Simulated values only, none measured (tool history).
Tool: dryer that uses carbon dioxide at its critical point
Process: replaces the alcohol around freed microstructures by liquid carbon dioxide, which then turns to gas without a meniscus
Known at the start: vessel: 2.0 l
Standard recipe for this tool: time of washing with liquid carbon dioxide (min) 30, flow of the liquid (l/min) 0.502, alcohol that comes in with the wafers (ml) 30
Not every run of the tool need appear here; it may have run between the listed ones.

run   hour  time of washing with liquid carbon dioxide (min)  flow of the liquid (l/min)  alcohol that comes in with the wafers (ml)  alcohol left in the vessel before it's heated (ppm by volume)
  1      0                                                30                       0.502                                          30                                                             98
  2    9.7                                                30                       0.502                                          30                                                             88
  3   16.6                                                30                       0.502                                          30                                                            101
  4   27.2                                                30                       0.502                                          31                                                             97
  5   39.7                                                30                       0.502                                          31                                                             96
  6   45.7                                                30                       0.502                                          31                                                            105
  7   52.6                                                30                       0.543                                          30                                                             78
  8     61                                                30                       0.543                                          30                                                             82
  9   68.1                                                30                       0.543                                          30                                                             81
 10   78.1                                                30                       0.543                                          30                                                             97
 11   84.1                                                30                       0.543                                          30                                                             90
 12   96.2                                                30                       0.543                                          30                                                             90
 13  107.3                                                30                       0.502                                          30                                                            108
 14  118.7                                                30                       0.502                                          92                                                            179
 15  130.4                                                30                       0.502                                          92                                                            183
 16  141.3                                                30                       0.318                                          30                                                            389
 17  147.1                                                30                       0.318                                          30                                                            404
 18    158                                                30                       0.318                                          30                                                            383
 19  170.5                                                30                       0.318                                          30                                                            395
 20  175.9                                                28                       0.389                                          30                                                            251
 21  182.4                                                35                       0.353                                          56                                                            286
 22  192.8                                                29                       0.373                                          97                                                            715
 23  204.3                                                18                       0.623                                          51                                                            391
 24  209.6                                                30                       0.804                                          30                                                             84
 25  216.6                                                30                       0.804                                          30                                                             82
 26    228                                                38                       0.502                                          66                                                             95
 27  235.7                                                23                       0.502                                          79                                                            488
 28  244.2                                                24                       0.642                                          52                                                            143
 29  253.7                                                30                       0.502                                          46                                                            143
 30  264.6                                                30                       0.502                                          46                                                            144
 31  270.3                                                30                       0.502                                          46                                                            144
 32  277.4                                                30                       0.502                                          46                                                            147
 33  286.8                                                20                       0.502                                          47                                                            536
 34  293.8                                                20                       0.502                                          47                                                            538
 35  304.6                                                34                       0.505                                          76                                                            125
 36  314.3                                                30                       0.581                                          42                                                            116

Hidden state or all else? Some run-to-run changes of alcohol left in the vessel before it's heated (ppm by volume), split into what the settings, what came in and random variation would give without the hidden state, and what is left for the hidden state (with any gauge scatter that isn't in both results):
Hidden state present: flow that reaches the vessel past the clogged filter, %; alcohol in the recycled carbon dioxide, ppm; drift of the gauge itself on alcohol_ppm, %.
Run 21 -> 22: time of washing with liquid carbon dioxide (min) 35 -> 29, flow of the liquid (l/min) 0.353 -> 0.373, alcohol that comes in with the wafers (ml) 56 -> 97. alcohol left in the vessel before it's heated (ppm by volume) +429: hidden state +48, all else +381.
Run 26 -> 27: time of washing with liquid carbon dioxide (min) 38 -> 23, alcohol that comes in with the wafers (ml) 66 -> 79. alcohol left in the vessel before it's heated (ppm by volume) +393: hidden state +56, all else +337.
Run 32 -> 33: time of washing with liquid carbon dioxide (min) 30 -> 20, alcohol that comes in with the wafers (ml) 46 -> 47. alcohol left in the vessel before it's heated (ppm by volume) +389: hidden state +53, all else +336.
Run 34 -> 35: time of washing with liquid carbon dioxide (min) 20 -> 34, flow of the liquid (l/min) 0.502 -> 0.505, alcohol that comes in with the wafers (ml) 47 -> 76. alcohol left in the vessel before it's heated (ppm by volume) -413: hidden state -52, all else -361.

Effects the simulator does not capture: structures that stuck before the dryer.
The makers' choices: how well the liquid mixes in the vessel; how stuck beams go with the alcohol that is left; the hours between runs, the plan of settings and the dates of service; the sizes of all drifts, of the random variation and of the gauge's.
